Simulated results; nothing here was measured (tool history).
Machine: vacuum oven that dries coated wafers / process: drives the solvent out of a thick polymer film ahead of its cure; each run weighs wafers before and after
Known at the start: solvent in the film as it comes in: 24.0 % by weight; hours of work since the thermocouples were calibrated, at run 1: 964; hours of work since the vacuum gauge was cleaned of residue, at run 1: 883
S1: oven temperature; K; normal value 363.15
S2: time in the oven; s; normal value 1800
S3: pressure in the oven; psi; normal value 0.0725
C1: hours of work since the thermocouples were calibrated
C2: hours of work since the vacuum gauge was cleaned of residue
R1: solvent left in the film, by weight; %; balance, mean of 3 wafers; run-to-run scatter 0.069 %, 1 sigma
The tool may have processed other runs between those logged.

run 1 hour=0 | S1=363.15 S2=1800 S3=0.0725 | C1=964 C2=883 | R1=4.74
run 2 hour=75.9 | S1=363.15 S2=1800 S3=0.0725 | C1=1021 C2=940 | R1=4.72
run 3 hour=113.3 | S1=363.15 S2=1800 S3=0.0725 | C1=1049 C2=968 | R1=4.74
run 4 hour=148.4 | S1=363.15 S2=1800 S3=0.0669 | C1=1076 C2=995 | R1=4.7
run 5 hour=184.3 | S1=363.15 S2=2580 S3=0.0725 | C1=1103 C2=1022 | R1=2.7
run 6 hour=217.6 | S1=363.15 S2=2580 S3=0.0725 | C1=1128 C2=1047 | R1=2.69
run 7 hour=255.1 | S1=363.15 S2=2580 S3=0.0725 | C1=1156 C2=1075 | R1=2.58
run 8 hour=294.2 | S1=363.15 S2=1800 S3=0.0725 | C1=1186 C2=1105 | R1=4.74
run 9 hour=356.9 | S1=363.15 S2=1800 S3=0.0631 | C1=1233 C2=1152 | R1=4.68
run 10 hour=422.1 | S1=363.15 S2=1800 S3=0.0631 | C1=1283 C2=1201 | R1=4.69
run 11 hour=462.4 | S1=363.15 S2=1800 S3=0.0631 | C1=1313 C2=1232 | R1=4.66
run 12 hour=531.4 | S1=363.15 S2=1800 S3=0.0711 | C1=1365 C2=1284 | R1=4.83
run 13 hour=599.9 | S1=363.15 S2=1800 S3=0.0711 | C1=1417 C2=1336 | R1=4.64
run 14 hour=660.2 | S1=363.15 S2=1380 S3=0.0725 | C1=1462 C2=1381 | R1=6.61
run 15 hour=727.7 | S1=363.15 S2=1380 S3=0.0725 | C1=1513 C2=1432 | R1=6.56
run 16 hour=809.2 | S1=363.15 S2=1380 S3=0.0725 | C1=1575 C2=1494 | R1=6.53
-- hour=842.7 oven's thermocouples calibrated
run 17 hour=867.4 | S1=371.15 S2=1800 S3=0.0725 | C1=19 C2=1536 | R1=1.73
run 18 hour=901.9 | S1=363.15 S2=1080 S3=0.0725 | C1=45 C2=1562 | R1=8.21
run 19 hour=956.8 | S1=363.15 S2=1080 S3=0.0725 | C1=86 C2=1604 | R1=8.3
run 20 hour=1019.2 | S1=363.15 S2=1080 S3=0.0725 | C1=133 C2=1651 | R1=8.28
run 21 hour=1064.2 | S1=363.15 S2=1080 S3=0.0725 | C1=167 C2=1685 | R1=8.28
-- hour=1075.6 vacuum gauge cleaned of residue and calibrated
run 22 hour=1137 | S1=363.15 S2=1800 S3=0.0725 | C1=221 C2=46 | R1=4.89
run 23 hour=1196.7 | S1=363.15 S2=1800 S3=0.0725 | C1=266 C2=91 | R1=4.7
run 24 hour=1255.1 | S1=363.15 S2=2760 S3=0.0453 | C1=310 C2=136 | R1=2.32
run 25 hour=1326.5 | S1=365.15 S2=1800 S3=0.0453 | C1=364 C2=190 | R1=3.72
run 26 hour=1369.1 | S1=363.15 S2=1800 S3=0.2028 | C1=396 C2=222 | R1=5.16
run 27 hour=1436.8 | S1=365.15 S2=1800 S3=0.077 | C1=448 C2=273 | R1=3.84
run 28 hour=1489.4 | S1=365.15 S2=1800 S3=0.1186 | C1=487 C2=313 | R1=3.82
run 29 hour=1528.4 | S1=365.15 S2=1800 S3=0.1186 | C1=517 C2=342 | R1=3.91
run 30 hour=1574.4 | S1=376.15 S2=1860 S3=0.0405 | C1=551 C2=377 | R1=0.48
run 31 hour=1620.4 | S1=376.15 S2=1860 S3=0.0405 | C1=586 C2=411 | R1=0.58
run 32 hour=1692.6 | S1=376.15 S2=1860 S3=0.0405 | C1=641 C2=466 | R1=0.54
run 33 hour=1732.8 | S1=365.15 S2=900 S3=0.0621 | C1=671 C2=496 | R1=8.57
run 34 hour=1796.2 | S1=363.15 S2=1800 S3=0.0863 | C1=719 C2=544 | R1=4.7
run 35 hour=1843.5 | S1=351.15 S2=2040 S3=0.0538 | C1=755 C2=580 | R1=10.28
run 36 hour=1920.2 | S1=351.15 S2=2040 S3=0.0538 | C1=813 C2=638 | R1=10.29
run 37 hour=1969.4 | S1=362.15 S2=1200 S3=0.0896 | C1=850 C2=675 | R1=8.13
run 38 hour=2036.3 | S1=363.15 S2=1320 S3=0.0892 | C1=900 C2=726 | R1=6.81
run 39 hour=2116.9 | S1=351.15 S2=1800 S3=0.0502 | C1=961 C2=786 | R1=10.9
run 40 hour=2179.7 | S1=363.15 S2=1800 S3=0.2888 | C1=1009 C2=834 | R1=5.3
run 41 hour=2252 | S1=363.15 S2=1800 S3=0.2888 | C1=1063 C2=889 | R1=5.29
run 42 hour=2297.2 | S1=376.15 S2=1860 S3=0.0725 | C1=1097 C2=923 | R1=0.64
run 43 hour=2359.3 | S1=376.15 S2=3120 S3=0.1082 | C1=1144 C2=970 | R1=0.22
run 44 hour=2425.1 | S1=352.15 S2=3060 S3=0.151 | C1=1194 C2=1019 | R1=7.23
run 45 hour=2507.8 | S1=352.15 S2=3060 S3=0.151 | C1=1256 C2=1082 | R1=7.24

Take each entry between the runs: how does the hidden state at the last listed run before it differ from the hidden state at the first listed run after it?
Run 16 -> run 17: oven's thermocouples calibrated (hour 842.7)
  true wafer temperature over the reading, C: 0.13 -> 0.01; true pressure over the reading, kPa: 0.039 -> 0.04
Run 21 -> run 22: vacuum gauge cleaned of residue and calibrated (hour 1075.6)
  true pressure over the reading, kPa: 0.045 -> 0
